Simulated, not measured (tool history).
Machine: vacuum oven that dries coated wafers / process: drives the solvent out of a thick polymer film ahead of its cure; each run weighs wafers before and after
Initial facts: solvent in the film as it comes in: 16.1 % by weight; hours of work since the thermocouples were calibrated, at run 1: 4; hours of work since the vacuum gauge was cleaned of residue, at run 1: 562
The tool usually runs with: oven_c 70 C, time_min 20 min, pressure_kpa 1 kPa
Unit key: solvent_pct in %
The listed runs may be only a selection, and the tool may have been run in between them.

| run | day | oven_c | time_min | pressure_kpa | hours of work since the thermocouples were calibrated | hours of work since the vacuum gauge was cleaned of residue | solvent_pct |
|---|---|---|---|---|---|---|---|
| 1 | 0 | 70 | 20 | 1 | 4 | 562 | 1.82 |
| 2 | 3.025 | 70 | 20 | 1 | 60 | 618 | 1.85 |
| 3 | 5.875 | 70 | 20 | 1 | 113 | 671 | 1.88 |
| 4 | 8.642 | 70 | 20 | 1 | 164 | 722 | 1.83 |
| 5 | 10.979 | 70 | 20 | 1 | 208 | 766 | 1.92 |
| 6 | 14.238 | 73 | 20 | 1 | 268 | 826 | 1.27 |
| 7 | 18 | 70 | 20 | 1 | 338 | 896 | 1.92 |
| 8 | 21.133 | 70 | 20 | 1 | 396 | 954 | 1.89 |
| 9 | 24.946 | 70 | 20 | 1 | 467 | 1025 | 1.85 |
| 10 | 27.996 | 70 | 20 | 1 | 524 | 1082 | 1.83 |
| 11 | 31.767 | 70 | 20 | 1 | 594 | 1152 | 1.9 |
| 12 | 34.708 | 70 | 20 | 1 | 649 | 1207 | 1.92 |
| 13 | 36.662 | 70 | 20 | 1 | 685 | 1243 | 1.9 |
| 14 | 39.212 | 70 | 20 | 1 | 733 | 1291 | 1.89 |
| 15 | 42.275 | 70 | 20 | 1 | 790 | 1348 | 1.83 |
| 16 | 45.821 | 70 | 20 | 1 | 855 | 1413 | 1.81 |
| 17 | 47.571 | 70 | 33 | 1 | 888 | 1446 | 0.92 |
| 18 | 50.992 | 70 | 33 | 1 | 952 | 1510 | 0.9 |
| 19 | 53.7 | 84 | 10 | 1 | 1002 | 1560 | 0.81 |
| 20 | 56.133 | 70 | 10 | 2.37 | 1047 | 1605 | 5.17 |
| 21 | 59.55 | 70 | 10 | 2.37 | 1111 | 1669 | 5.34 |
|  | 59.867 | oven's thermocouples calibrated |
| 22 | 63.004 | 60 | 15 | 2.53 | 58 | 1731 | 7.8 |
| 23 | 66.925 | 57 | 15 | 0.6 | 131 | 1804 | 7.61 |
| 24 | 69.996 | 70 | 20 | 2.72 | 188 | 1861 | 3.07 |
| 25 | 71.771 | 70 | 20 | 2.72 | 221 | 1894 | 2.94 |
| 26 | 74.529 | 83 | 12 | 0.66 | 273 | 1946 | 0.48 |
| 27 | 76.792 | 83 | 12 | 0.66 | 315 | 1988 | 0.6 |
|  | 79.233 | vacuum gauge cleaned of residue and calibrated |
| 28 | 80.6 | 70 | 27 | 1 | 384 | 25 | 1.18 |

Alternative continuations, all from the tool just after run 28; predict every row:
| A | 83.862 | 60 | 27 | 1.34 | 445 | 86 | ? |
| B | 83.862 | 59 | 27 | 1 | 445 | 86 | ? |
| C | 83.862 | 82 | 21 | 1.05 | 445 | 86 | ? |

| run | solvent_pct |
|---|---|
| A | 4.43 |
| B | 4.6 |
| C | 0.54 |
What these runs would have given with no unlogged condition in the tool:
| run | solvent_pct |
|---|---|
| A | 4.43 |
| B | 4.59 |
| C | 0.54 |
